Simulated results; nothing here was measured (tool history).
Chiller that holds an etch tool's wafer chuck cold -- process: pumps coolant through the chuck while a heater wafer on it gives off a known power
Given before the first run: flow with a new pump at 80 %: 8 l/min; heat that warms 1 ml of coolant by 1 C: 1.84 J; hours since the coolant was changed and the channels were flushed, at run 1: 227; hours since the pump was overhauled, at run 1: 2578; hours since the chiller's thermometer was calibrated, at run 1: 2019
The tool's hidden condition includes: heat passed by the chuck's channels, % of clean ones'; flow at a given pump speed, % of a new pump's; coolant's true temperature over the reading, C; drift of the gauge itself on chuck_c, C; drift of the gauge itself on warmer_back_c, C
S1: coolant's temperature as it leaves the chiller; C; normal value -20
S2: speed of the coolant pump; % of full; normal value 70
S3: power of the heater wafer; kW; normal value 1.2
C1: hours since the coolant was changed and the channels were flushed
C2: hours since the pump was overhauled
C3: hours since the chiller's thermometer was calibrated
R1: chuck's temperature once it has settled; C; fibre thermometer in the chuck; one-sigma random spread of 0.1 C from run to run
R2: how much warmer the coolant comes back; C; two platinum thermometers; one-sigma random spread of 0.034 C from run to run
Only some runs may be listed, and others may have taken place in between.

| run | hour | S1 | S2 | S3 | C1 | C2 | C3 | R1 | R2 |
|---|---|---|---|---|---|---|---|---|---|
| 1 | 0 | -20 | 70 | 1.2 | 227 | 2578 | 2019 | -9.3 | 5.63 |
| 2 | 30.7 | -20 | 70 | 0.982 | 258 | 2609 | 2050 | -11.3 | 4.65 |
| 3 | 81 | -20 | 63 | 1.2 | 308 | 2659 | 2100 | -8.3 | 6.34 |
| 4 | 103.8 | -20 | 63 | 1.2 | 331 | 2682 | 2123 | -8.2 | 6.32 |
| 5 | 147.8 | -20 | 63 | 1.2 | 375 | 2726 | 2167 | -8.3 | 6.33 |
| 6 | 186.7 | -20 | 63 | 1.2 | 414 | 2765 | 2206 | -8.2 | 6.29 |
| 7 | 227 | -20 | 63 | 1.2 | 454 | 2805 | 2246 | -8.1 | 6.3 |
| 8 | 271.3 | -20 | 63 | 1.2 | 498 | 2849 | 2290 | -8.2 | 6.4 |
| 9 | 320.4 | -20 | 63 | 1.2 | 547 | 2898 | 2339 | -8.2 | 6.39 |
| 10 | 360.7 | -27 | 83 | 1.2 | 588 | 2939 | 2380 | -17.8 | 4.8 |
| 11 | 394.2 | -27 | 78 | 1.2 | 621 | 2972 | 2413 | -17.4 | 5.15 |
| 12 | 423.2 | -15 | 79 | 0.918 | 650 | 3001 | 2442 | -7.6 | 3.96 |
| 13 | 450.3 | -20 | 67 | 1.2 | 677 | 3028 | 2469 | -8.8 | 6.03 |
| 14 | 494 | -21 | 71 | 1.046 | 721 | 3072 | 2513 | -11.8 | 4.99 |

For each run, the measured value with the value that run would have given without the tool's hidden condition subtracted. The run-to-run variation is shared by both, the gauge scatter possibly not:
| run | R2 |
|---|---|
| 1 | +0 |
| 2 | +0.01 |
| 3 | +0.02 |
| 4 | +0.03 |
| 5 | +0.05 |
| 6 | +0.05 |
| 7 | +0.07 |
| 8 | +0.08 |
| 9 | +0.09 |
| 10 | +0.1 |
| 11 | +0.12 |
| 12 | +0.12 |
| 13 | +0.13 |
| 14 | +0.14 |
R1: within 0.1 C of the measured result in every run.

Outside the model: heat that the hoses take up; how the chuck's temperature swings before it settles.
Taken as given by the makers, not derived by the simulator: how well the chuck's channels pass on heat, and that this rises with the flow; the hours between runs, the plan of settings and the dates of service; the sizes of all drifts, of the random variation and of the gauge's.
